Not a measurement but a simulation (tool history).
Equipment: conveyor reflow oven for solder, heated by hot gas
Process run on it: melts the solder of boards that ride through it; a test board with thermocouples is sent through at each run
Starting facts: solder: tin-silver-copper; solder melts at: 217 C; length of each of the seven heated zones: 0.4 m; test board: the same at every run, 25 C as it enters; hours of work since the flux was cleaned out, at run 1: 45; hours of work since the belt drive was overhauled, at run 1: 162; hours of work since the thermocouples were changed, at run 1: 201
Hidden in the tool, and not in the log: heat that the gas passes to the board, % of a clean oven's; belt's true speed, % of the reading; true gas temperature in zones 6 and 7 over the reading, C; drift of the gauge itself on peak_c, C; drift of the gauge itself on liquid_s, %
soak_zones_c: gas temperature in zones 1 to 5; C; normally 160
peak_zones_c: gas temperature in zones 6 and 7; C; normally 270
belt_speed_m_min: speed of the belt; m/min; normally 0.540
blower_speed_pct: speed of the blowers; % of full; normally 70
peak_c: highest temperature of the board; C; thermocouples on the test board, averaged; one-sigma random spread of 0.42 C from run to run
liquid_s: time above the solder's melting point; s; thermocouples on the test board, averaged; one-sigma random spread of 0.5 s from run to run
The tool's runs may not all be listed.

run     day  soak_zones_c  peak_zones_c  belt_speed_m_min  blower_speed_pct  hours of work since the flux was cleaned out  hours of work since the belt drive was overhauled  hours of work since the thermocouples were changed  peak_c  liquid_s
  1   0.000           160           270             0.540                70                                            45                                                162                                                 201   249.8      58.3
  2   2.562           160           270             0.540                70                                            81                                                199                                                 237   249.2      57.7
  3   4.871           160           270             0.540                61                                           114                                                231                                                 270   245.4      54.1
  4   6.679           160           270             0.540                61                                           140                                                257                                                 295   245.4      52.7
  5   8.971           160           270             0.540                70                                           172                                                289                                                 328   248.8      57.2
  6  10.733           160           270             0.617                70                                           197                                                314                                                 353   242.3      43.6
  7  12.792           160           270             0.617                70                                           226                                                343                                                 382   241.2      43.0
  8  14.308           160           270             0.617                70                                           248                                                365                                                 403   241.7      42.3
  9  16.471           160           270             0.617                77                                           278                                                396                                                 434   244.0      44.9
 10  18.108           155           280             0.540                70                                           302                                                419                                                 457   254.1      61.1
 11  19.742           155           280             0.540                70                                           325                                                442                                                 480   254.2      60.6
 12  21.275           155           280             0.540                70                                           346                                                464                                                 502   253.4      60.4
     21.725  -- thermocouples of zones 6 and 7 changed
 13  23.638           173           270             0.616                70                                           379                                                496                                                  27   245.1      49.6
 14  26.246           160           274             0.649                70                                           416                                                533                                                  64   242.4      39.9

Forecast each of these 5 alternatives for the next run:
     27.488  -- flux residue cleaned out of gas plates and filters
  A  28.258           156           270             0.540                70                                            11                                                558                                                  90       ?         ?
     27.488  -- flux residue cleaned out of gas plates and filters
  B  28.258           154           272             0.629                70                                            11                                                558                                                  90       ?         ?
     27.488  -- flux residue cleaned out of gas plates and filters
  C  28.258           165           274             0.480                79                                            11                                                558                                                  90       ?         ?
     27.488  -- flux residue cleaned out of gas plates and filters
  D  28.258           149           269             0.629                70                                            11                                                558                                                  90       ?         ?
     27.488  -- flux residue cleaned out of gas plates and filters
  E  28.258           152           270             0.540                70                                            11                                                558                                                  90       ?         ?

run  peak_c  liquid_s
  A   249.9      58.1
  B   245.5      43.2
  C   261.3      80.2
  D   242.0      38.4
  E   249.7      56.2
Without the tool's unlogged condition, the same runs would have read:
run  peak_c  liquid_s
  A   249.8      57.3
  B   245.4      42.5
  C   261.3      79.2
  D   241.8      37.8
  E   249.6      55.4

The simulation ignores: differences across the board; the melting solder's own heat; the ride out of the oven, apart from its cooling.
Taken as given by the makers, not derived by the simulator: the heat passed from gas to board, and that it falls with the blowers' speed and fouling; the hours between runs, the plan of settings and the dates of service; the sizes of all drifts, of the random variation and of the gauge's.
